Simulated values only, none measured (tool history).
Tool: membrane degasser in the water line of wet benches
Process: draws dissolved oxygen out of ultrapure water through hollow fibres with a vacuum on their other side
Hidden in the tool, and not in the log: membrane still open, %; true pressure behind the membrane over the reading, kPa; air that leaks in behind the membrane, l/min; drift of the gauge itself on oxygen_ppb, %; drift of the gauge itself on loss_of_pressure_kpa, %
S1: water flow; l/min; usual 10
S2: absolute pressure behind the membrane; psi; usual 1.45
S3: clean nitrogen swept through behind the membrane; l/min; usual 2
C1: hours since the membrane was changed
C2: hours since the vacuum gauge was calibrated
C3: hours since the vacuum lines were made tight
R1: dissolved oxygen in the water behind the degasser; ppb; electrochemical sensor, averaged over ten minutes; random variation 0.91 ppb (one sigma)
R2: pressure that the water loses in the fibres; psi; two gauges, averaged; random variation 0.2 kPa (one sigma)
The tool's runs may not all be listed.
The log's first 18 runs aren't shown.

{"run": 19, "hour": 4353.4, "S1": 8, "S2": 2.86, "S3": 1.22, "C1": 11456, "C2": 6919, "C3": 4142, "R1": 257.5, "R2": 5.29}
{"run": 20, "hour": 4630.1, "S1": 8, "S2": 2.86, "S3": 0.93, "C1": 11733, "C2": 7196, "C3": 4418, "R1": 332.8, "R2": 5.249}
{"hour": 4685.7, "done": "membrane cartridge changed"}
{"run": 21, "hour": 4895.2, "S1": 14, "S2": 1.83, "S3": 2, "C1": 209, "C2": 7457, "C3": 4679, "R1": 171.1, "R2": 9.142}
{"run": 22, "hour": 5159.9, "S1": 14, "S2": 1.83, "S3": 2, "C1": 474, "C2": 7722, "C3": 4944, "R1": 170.6, "R2": 9.137}
{"run": 23, "hour": 5360.9, "S1": 9, "S2": 2.06, "S3": 2.38, "C1": 675, "C2": 7923, "C3": 5145, "R1": 102.9, "R2": 5.851}
{"hour": 5485.4, "done": "vacuum gauge calibrated"}
{"run": 24, "hour": 5675.4, "S1": 15, "S2": 2.32, "S3": 2, "C1": 989, "C2": 190, "C3": 5459, "R1": 240.2, "R2": 9.754}
{"run": 25, "hour": 5887.9, "S1": 15, "S2": 2.32, "S3": 1.37, "C1": 1202, "C2": 403, "C3": 5672, "R1": 334.5, "R2": 9.78}
{"run": 26, "hour": 6071.7, "S1": 7, "S2": 1.45, "S3": 2, "C1": 1385, "C2": 586, "C3": 5855, "R1": 58.8, "R2": 4.567}
{"run": 27, "hour": 6224.7, "S1": 16, "S2": 1.45, "S3": 1.55, "C1": 1538, "C2": 739, "C3": 6008, "R1": 184.4, "R2": 10.42}
{"hour": 6449.3, "done": "seals of the vacuum lines changed"}
{"run": 28, "hour": 6449.3, "S1": 16, "S2": 1.45, "S3": 1.55, "C1": 1761, "C2": 962, "C3": 0, "R1": 182.3, "R2": 10.456}
{"run": 29, "hour": 6611.6, "S1": 8, "S2": 2.06, "S3": 1.62, "C1": 1923, "C2": 1124, "C3": 162, "R1": 132.8, "R2": 5.201}
{"run": 30, "hour": 6762.7, "S1": 13, "S2": 2.06, "S3": 1.93, "C1": 2074, "C2": 1275, "C3": 313, "R1": 185.9, "R2": 8.475}
{"run": 31, "hour": 7058.7, "S1": 13, "S2": 2.06, "S3": 1.93, "C1": 2370, "C2": 1571, "C3": 609, "R1": 186, "R2": 8.541}
{"run": 32, "hour": 7384.3, "S1": 10, "S2": 1.1, "S3": 1.12, "C1": 2696, "C2": 1897, "C3": 935, "R1": 95.6, "R2": 6.534}

Forecast each of these 4 alternatives for the next run:
{"run": "A", "hour": 7626.5, "S1": 11, "S2": 1.02, "S3": 0.87, "C1": 2938, "C2": 2139, "C3": 1177, "R1": "?", "R2": "?"}
{"run": "B", "hour": 7626.5, "S1": 11, "S2": 2.05, "S3": 1.26, "C1": 2938, "C2": 2139, "C3": 1177, "R1": "?", "R2": "?"}
{"run": "C", "hour": 7626.5, "S1": 14, "S2": 1.1, "S3": 1.66, "C1": 2938, "C2": 2139, "C3": 1177, "R1": "?", "R2": "?"}
{"run": "D", "hour": 7626.5, "S1": 9, "S2": 1.1, "S3": 2.64, "C1": 2938, "C2": 2139, "C3": 1177, "R1": "?", "R2": "?"}

run=A R1=116.2 R2=7.185
run=B R1=227.7 R2=7.163
run=C R1=101.5 R2=9.15
run=D R1=38.9 R2=5.877
Without the tool's hidden state the same runs would have given:
run=A R1=116 R2=7.181
run=B R1=227.5 R2=7.159
run=C R1=101.3 R2=9.143
run=D R1=38.8 R2=5.873
